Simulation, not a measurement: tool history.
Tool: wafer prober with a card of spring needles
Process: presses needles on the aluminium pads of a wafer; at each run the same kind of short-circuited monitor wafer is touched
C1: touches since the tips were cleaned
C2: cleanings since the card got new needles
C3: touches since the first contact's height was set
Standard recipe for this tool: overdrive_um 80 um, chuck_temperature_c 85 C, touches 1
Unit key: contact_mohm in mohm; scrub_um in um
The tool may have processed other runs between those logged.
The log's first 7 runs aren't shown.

run 8 hour=70 | overdrive_um=80 chuck_temperature_c=85 touches=1 | C1=3143 C2=3 C3=23421 | contact_mohm=281 scrub_um=10.22
run 9 hour=79.8 | overdrive_um=80 chuck_temperature_c=36 touches=1 | C1=5714 C2=3 C3=25992 | contact_mohm=292 scrub_um=10.23
-- hour=84 tips cleaned on abrasive film
run 10 hour=88.2 | overdrive_um=80 chuck_temperature_c=36 touches=1 | C1=1094 C2=4 C3=28169 | contact_mohm=244 scrub_um=10.22
run 11 hour=94.6 | overdrive_um=80 chuck_temperature_c=85 touches=1 | C1=2792 C2=4 C3=29867 | contact_mohm=273 scrub_um=10.2
run 12 hour=101.3 | overdrive_um=80 chuck_temperature_c=85 touches=1 | C1=4551 C2=4 C3=31626 | contact_mohm=291 scrub_um=10.2
-- hour=110.4 tips cleaned on abrasive film
run 13 hour=110.6 | overdrive_um=80 chuck_temperature_c=85 touches=1 | C1=35 C2=5 C3=34036 | contact_mohm=241 scrub_um=10.21
run 14 hour=123.8 | overdrive_um=80 chuck_temperature_c=85 touches=1 | C1=3521 C2=5 C3=37522 | contact_mohm=284 scrub_um=10.18
run 15 hour=130.5 | overdrive_um=80 chuck_temperature_c=85 touches=1 | C1=5281 C2=5 C3=39282 | contact_mohm=303 scrub_um=10.17
-- hour=136.3 tips cleaned on abrasive film
run 16 hour=139.9 | overdrive_um=80 chuck_temperature_c=85 touches=1 | C1=945 C2=6 C3=41725 | contact_mohm=257 scrub_um=10.2
run 17 hour=151.2 | overdrive_um=80 chuck_temperature_c=85 touches=1 | C1=3913 C2=6 C3=44693 | contact_mohm=292 scrub_um=10.2
-- hour=162.6 tips cleaned on abrasive film
run 18 hour=165.3 | overdrive_um=66 chuck_temperature_c=47 touches=1 | C1=732 C2=7 C3=48385 | contact_mohm=259 scrub_um=8.37
run 19 hour=173.2 | overdrive_um=65 chuck_temperature_c=85 touches=1 | C1=2805 C2=7 C3=50458 | contact_mohm=304 scrub_um=8.23
run 20 hour=184.3 | overdrive_um=66 chuck_temperature_c=89 touches=1 | C1=5716 C2=7 C3=53369 | contact_mohm=341 scrub_um=8.37
-- hour=188.8 tips cleaned on abrasive film
run 21 hour=198.4 | overdrive_um=66 chuck_temperature_c=89 touches=1 | C1=2518 C2=8 C3=57047 | contact_mohm=304 scrub_um=8.35
run 22 hour=207.2 | overdrive_um=66 chuck_temperature_c=89 touches=1 | C1=4834 C2=8 C3=59363 | contact_mohm=332 scrub_um=8.36
-- hour=213.1 height of the first contact set anew
-- hour=215.3 tips cleaned on abrasive film
run 23 hour=215.8 | overdrive_um=66 chuck_temperature_c=89 touches=1 | C1=137 C2=9 C3=683 | contact_mohm=250 scrub_um=8.47
run 24 hour=225.6 | overdrive_um=87 chuck_temperature_c=85 touches=1 | C1=2708 C2=9 C3=3254 | contact_mohm=271 scrub_um=11.14
run 25 hour=238 | overdrive_um=80 chuck_temperature_c=85 touches=3 | C1=5987 C2=9 C3=6533 | contact_mohm=261 scrub_um=10.26

The next listed run, before its measurement:
-- hour=241.1 tips cleaned on abrasive film
run 26 hour=246.4 | overdrive_um=67 chuck_temperature_c=30 touches=3 | C1=1381 C2=10 C3=8695 | contact_mohm=? scrub_um=?

Logged for run 26: contact_mohm 235 mohm, scrub_um 8.56 um.
If the tool had no hidden condition, the same run with the same run-to-run variation would have returned contact_mohm 219 mohm, scrub_um 8.59 um.
